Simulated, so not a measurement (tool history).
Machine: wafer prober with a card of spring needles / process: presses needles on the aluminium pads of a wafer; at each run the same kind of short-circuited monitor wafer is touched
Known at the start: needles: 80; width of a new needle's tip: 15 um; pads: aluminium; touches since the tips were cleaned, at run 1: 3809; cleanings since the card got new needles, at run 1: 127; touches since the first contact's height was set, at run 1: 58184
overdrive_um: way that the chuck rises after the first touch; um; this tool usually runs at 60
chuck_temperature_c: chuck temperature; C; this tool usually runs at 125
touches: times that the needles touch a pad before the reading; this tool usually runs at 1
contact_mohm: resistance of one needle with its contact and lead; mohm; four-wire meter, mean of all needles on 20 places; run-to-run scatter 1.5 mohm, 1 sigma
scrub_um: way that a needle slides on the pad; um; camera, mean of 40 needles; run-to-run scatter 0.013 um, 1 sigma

| run | hour | overdrive_um | chuck_temperature_c | touches | touches since the tips were cleaned | cleanings since the card got new needles | touches since the first contact's height was set | contact_mohm | scrub_um |
|---|---|---|---|---|---|---|---|---|---|
| 1 | 0.0 | 60 | 125 | 1 | 3809 | 127 | 58184 | 295 | 7.27 |
|  | 4.3 | tips cleaned on abrasive film |
|  | 23.8 | tips cleaned on abrasive film |
| 2 | 37.3 | 60 | 125 | 1 | 3713 | 129 | 68348 | 297 | 7.25 |
|  | 41.4 | tips cleaned on abrasive film |
|  | 60.9 | tips cleaned on abrasive film |
|  | 81.1 | tips cleaned on abrasive film |
|  | 100.6 | tips cleaned on abrasive film |
| 3 | 100.6 | 60 | 125 | 1 | 0 | 133 | 85551 | 160 | 7.24 |
|  | 121.0 | tips cleaned on abrasive film |
|  | 140.4 | tips cleaned on abrasive film |
|  | 160.3 | tips cleaned on abrasive film |
| 4 | 168.4 | 60 | 125 | 1 | 2218 | 136 | 104031 | 250 | 7.22 |
|  | 181.2 | tips cleaned on abrasive film |
|  | 198.2 | tips cleaned on abrasive film |
|  | 217.1 | tips cleaned on abrasive film |
| 5 | 220.1 | 60 | 68 | 1 | 806 | 139 | 118096 | 189 | 7.19 |
|  | 235.8 | tips cleaned on abrasive film |
|  | 255.2 | tips cleaned on abrasive film |
|  | 274.1 | tips cleaned on abrasive film |
| 6 | 277.5 | 60 | 68 | 1 | 932 | 142 | 133738 | 193 | 7.17 |
|  | 293.3 | tips cleaned on abrasive film |
|  | 314.4 | tips cleaned on abrasive film |
| 7 | 318.6 | 60 | 68 | 1 | 1131 | 144 | 144909 | 224 | 7.19 |
|  | 333.3 | tips cleaned on abrasive film |
|  | 354.6 | tips cleaned on abrasive film |
|  | 375.8 | tips cleaned on abrasive film |
| 8 | 379.3 | 60 | 125 | 1 | 955 | 147 | 161442 | 203 | 7.15 |
|  | 395.8 | tips cleaned on abrasive film |
|  | 414.3 | tips cleaned on abrasive film |
| 9 | 423.3 | 60 | 125 | 1 | 2477 | 149 | 173443 | 257 | 7.11 |
|  | 435.2 | tips cleaned on abrasive film |
|  | 455.3 | tips cleaned on abrasive film |
|  | 473.2 | tips cleaned on abrasive film |
| 10 | 473.2 | 60 | 125 | 1 | 0 | 152 | 187020 | 152 | 7.14 |
|  | 493.0 | tips cleaned on abrasive film |
|  | 512.7 | tips cleaned on abrasive film |
| 11 | 525.2 | 52 | 125 | 1 | 3423 | 154 | 201194 | 339 | 6.14 |
|  | 533.4 | tips cleaned on abrasive film |
|  | 545.3 | height of the first contact set anew |
|  | 553.8 | tips cleaned on abrasive film |
| 12 | 564.6 | 60 | 125 | 1 | 2967 | 156 | 5281 | 285 | 7.02 |
|  | 571.9 | tips cleaned on abrasive film |
|  | 592.1 | tips cleaned on abrasive film |
| 13 | 607.6 | 50 | 125 | 1 | 4243 | 158 | 16980 | 407 | 5.82 |
|  | 611.9 | tips cleaned on abrasive film |
|  | 632.2 | tips cleaned on abrasive film |
|  | 652.3 | tips cleaned on abrasive film |
| 14 | 668.0 | 50 | 125 | 1 | 4294 | 161 | 33436 | 406 | 5.78 |
|  | 672.3 | tips cleaned on abrasive film |
|  | 693.1 | tips cleaned on abrasive film |
|  | 700.9 | height of the first contact set anew, once more |
|  | 713.6 | tips cleaned on abrasive film |
|  | 734.1 | tips cleaned on abrasive film |
| 15 | 736.2 | 60 | 32 | 1 | 592 | 165 | 9622 | 193 | 7.30 |
|  | 753.2 | tips cleaned on abrasive film |
|  | 774.1 | tips cleaned on abrasive film |
| 16 | 789.6 | 42 | 38 | 3 | 4251 | 167 | 24173 | 268 | 5.11 |
|  | 792.9 | tips cleaned on abrasive film |
|  | 812.9 | tips cleaned on abrasive film |
|  | 832.8 | tips cleaned on abrasive film |
|  | 849.9 | tips cleaned on abrasive film |
| 17 | 849.9 | 65 | 116 | 2 | 0 | 171 | 40559 | 151 | 7.88 |
|  | 868.7 | tips cleaned on abrasive film |
|  | 888.8 | tips cleaned on abrasive film |
| 18 | 901.0 | 67 | 123 | 3 | 3359 | 173 | 54518 | 183 | 8.11 |
|  | 908.2 | tips cleaned on abrasive film |
|  | 929.0 | tips cleaned on abrasive film |
| 19 | 929.2 | 56 | 28 | 1 | 58 | 175 | 62169 | 154 | 6.79 |
|  | 948.0 | tips cleaned on abrasive film |
|  | 968.5 | tips cleaned on abrasive film |
|  | 986.2 | tips cleaned on abrasive film |
| 20 | 997.3 | 56 | 46 | 1 | 3043 | 178 | 80717 | 333 | 6.75 |
|  | 1005.8 | tips cleaned on abrasive film |
|  | 1025.5 | tips cleaned on abrasive film |
|  | 1044.2 | tips cleaned on abrasive film |
|  | 1063.5 | tips cleaned on abrasive film |
| 21 | 1065.2 | 56 | 46 | 1 | 454 | 182 | 99190 | 191 | 6.73 |
|  | 1080.9 | tips cleaned on abrasive film |
|  | 1100.9 | tips cleaned on abrasive film |
| 22 | 1106.9 | 79 | 100 | 1 | 1637 | 184 | 110556 | 198 | 9.51 |
|  | 1118.3 | tips cleaned on abrasive film |
|  | 1137.1 | tips cleaned on abrasive film |
| 23 | 1150.8 | 79 | 96 | 1 | 3769 | 186 | 122533 | 243 | 9.52 |

Run 24, settings as shown, results not yet in. Your forecast:
|  | 1155.2 | tips cleaned on abrasive film |
|  | 1174.5 | tips cleaned on abrasive film |
|  | 1193.8 | tips cleaned on abrasive film |
| 24 | 1196.5 | 68 | 51 | 2 | 744 | 189 | 134945 | ? | ? |

{"run 24": {"contact_mohm": 161, "scrub_um": 8.16}}
The same run, on a tool lacking any hidden state, would have yielded contact_mohm 128 mohm, scrub_um 8.30 um.

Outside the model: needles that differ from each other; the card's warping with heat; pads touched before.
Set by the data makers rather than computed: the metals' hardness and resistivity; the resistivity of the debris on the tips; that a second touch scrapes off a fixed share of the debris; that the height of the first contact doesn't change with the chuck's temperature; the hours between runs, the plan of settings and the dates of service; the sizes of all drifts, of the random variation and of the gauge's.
